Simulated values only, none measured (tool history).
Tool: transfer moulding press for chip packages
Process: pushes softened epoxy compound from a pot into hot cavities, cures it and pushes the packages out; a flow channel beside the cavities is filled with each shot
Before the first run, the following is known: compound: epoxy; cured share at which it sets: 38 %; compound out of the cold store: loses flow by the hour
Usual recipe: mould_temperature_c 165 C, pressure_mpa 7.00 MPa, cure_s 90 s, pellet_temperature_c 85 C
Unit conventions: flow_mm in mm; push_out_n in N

| run | day | mould_temperature_c | pressure_mpa | cure_s | pellet_temperature_c | incoming compound's hours out of the cold store | flow_mm | push_out_n |
|---|---|---|---|---|---|---|---|---|
| 1 | 0.000 | 165 | 7.00 | 90 | 85 | 17.8 | 906 | 558 |
|  | 0.758 | cavities cleaned with cleaning compound and waxed |
|  | 3.121 | cavities cleaned with cleaning compound and waxed |
| 2 | 3.121 | 165 | 7.00 | 90 | 85 | 35.7 | 829 | 291 |
| 3 | 4.608 | 165 | 7.00 | 90 | 85 | 13.6 | 913 | 551 |
|  | 5.400 | cavities cleaned with cleaning compound and waxed |
|  | 7.717 | cavities cleaned with cleaning compound and waxed |
| 4 | 7.717 | 165 | 7.00 | 90 | 85 | 20.3 | 878 | 303 |
| 5 | 9.779 | 165 | 7.00 | 90 | 85 | 40.7 | 798 | 569 |
|  | 10.083 | cavities cleaned with cleaning compound and waxed |
|  | 11.396 | plunger's sealing rings changed |
|  | 12.621 | cavities cleaned with cleaning compound and waxed |
| 6 | 12.925 | 165 | 7.00 | 90 | 88 | 18.5 | 898 | 358 |
|  | 15.029 | cavities cleaned with cleaning compound and waxed |
| 7 | 15.312 | 165 | 7.00 | 90 | 85 | 40.8 | 811 | 368 |
|  | 17.346 | cavities cleaned with cleaning compound and waxed |
| 8 | 17.592 | 165 | 7.00 | 90 | 85 | 26.7 | 857 | 359 |
|  | 19.633 | cavities cleaned with cleaning compound and waxed |
| 9 | 20.317 | 165 | 7.00 | 90 | 85 | 19.7 | 874 | 418 |
|  | 22.071 | cavities cleaned with cleaning compound and waxed |
| 10 | 23.062 | 165 | 7.00 | 90 | 85 | 39.0 | 798 | 477 |
|  | 23.354 | plunger's sealing rings changed |
|  | 24.458 | cavities cleaned with cleaning compound and waxed |
| 11 | 25.517 | 165 | 7.98 | 90 | 85 | 24.1 | 931 | 483 |
|  | 26.788 | cavities cleaned with cleaning compound and waxed |
| 12 | 28.883 | 165 | 7.98 | 90 | 85 | 32.3 | 894 | 554 |
|  | 29.242 | cavities cleaned with cleaning compound and waxed |
|  | 31.633 | cavities cleaned with cleaning compound and waxed |
| 13 | 31.633 | 160 | 5.70 | 90 | 79 | 12.5 | 840 | 418 |
| 14 | 33.288 | 165 | 7.00 | 74 | 85 | 28.3 | 841 | 719 |
|  | 33.925 | cavities cleaned with cleaning compound and waxed |
|  | 35.258 | plunger's sealing rings changed |
| 15 | 35.571 | 165 | 7.40 | 90 | 86 | 43.8 | 826 | 503 |
|  | 36.321 | cavities cleaned with cleaning compound and waxed |
| 16 | 38.167 | 165 | 6.59 | 90 | 86 | 13.4 | 886 | 565 |
|  | 38.883 | mould's thermocouples calibrated |
|  | 38.946 | cavities cleaned with cleaning compound and waxed |
| 17 | 39.758 | 165 | 6.59 | 90 | 86 | 10.1 | 900 | 447 |
|  | 41.467 | cavities cleaned with cleaning compound and waxed |
| 18 | 42.096 | 165 | 6.59 | 90 | 86 | 42.6 | 773 | 434 |
|  | 43.929 | cavities cleaned with cleaning compound and waxed |
| 19 | 43.929 | 165 | 7.00 | 117 | 85 | 26.2 | 853 | 238 |
|  | 46.200 | cavities cleaned with cleaning compound and waxed |
| 20 | 46.633 | 157 | 6.66 | 76 | 77 | 44.6 | 802 | 867 |
|  | 47.338 | plunger's sealing rings changed |
|  | 48.629 | cavities cleaned with cleaning compound and waxed |
| 21 | 49.321 | 165 | 7.85 | 80 | 85 | 32.0 | 895 | 503 |
|  | 50.983 | cavities cleaned with cleaning compound and waxed |
| 22 | 52.196 | 165 | 7.00 | 120 | 89 | 8.9 | 926 | 397 |
|  | 53.321 | cavities cleaned with cleaning compound and waxed |
|  | 55.671 | cavities cleaned with cleaning compound and waxed |
| 23 | 55.671 | 169 | 7.00 | 90 | 85 | 43.1 | 775 | 252 |
|  | 57.950 | cavities cleaned with cleaning compound and waxed |
| 24 | 57.996 | 161 | 7.00 | 90 | 85 | 23.2 | 880 | 370 |

5 ways to go on from here, each from the tool as it stands after run 24. What would each give?
|  | 59.371 | plunger's sealing rings changed |
| A | 59.700 | 168 | 8.37 | 90 | 94 | 16.5 | ? | ? |
|  | 59.371 | plunger's sealing rings changed |
| B | 59.700 | 167 | 6.95 | 90 | 80 | 27.2 | ? | ? |
|  | 59.371 | plunger's sealing rings changed |
| C | 59.700 | 162 | 7.00 | 124 | 91 | 17.6 | ? | ? |
|  | 59.371 | plunger's sealing rings changed |
| D | 59.700 | 165 | 8.39 | 90 | 76 | 30.8 | ? | ? |
|  | 59.371 | plunger's sealing rings changed |
| E | 59.700 | 162 | 5.87 | 81 | 85 | 27.4 | ? | ? |

| run | flow_mm | push_out_n |
|---|---|---|
| A | 974 | 480 |
| B | 852 | 501 |
| C | 918 | 468 |
| D | 933 | 531 |
| E | 806 | 759 |
With no hidden state in the tool, these same runs would have given:
| run | flow_mm | push_out_n |
|---|---|---|
| A | 977 | 264 |
| B | 856 | 275 |
| C | 922 | 253 |
| D | 936 | 292 |
| E | 809 | 425 |
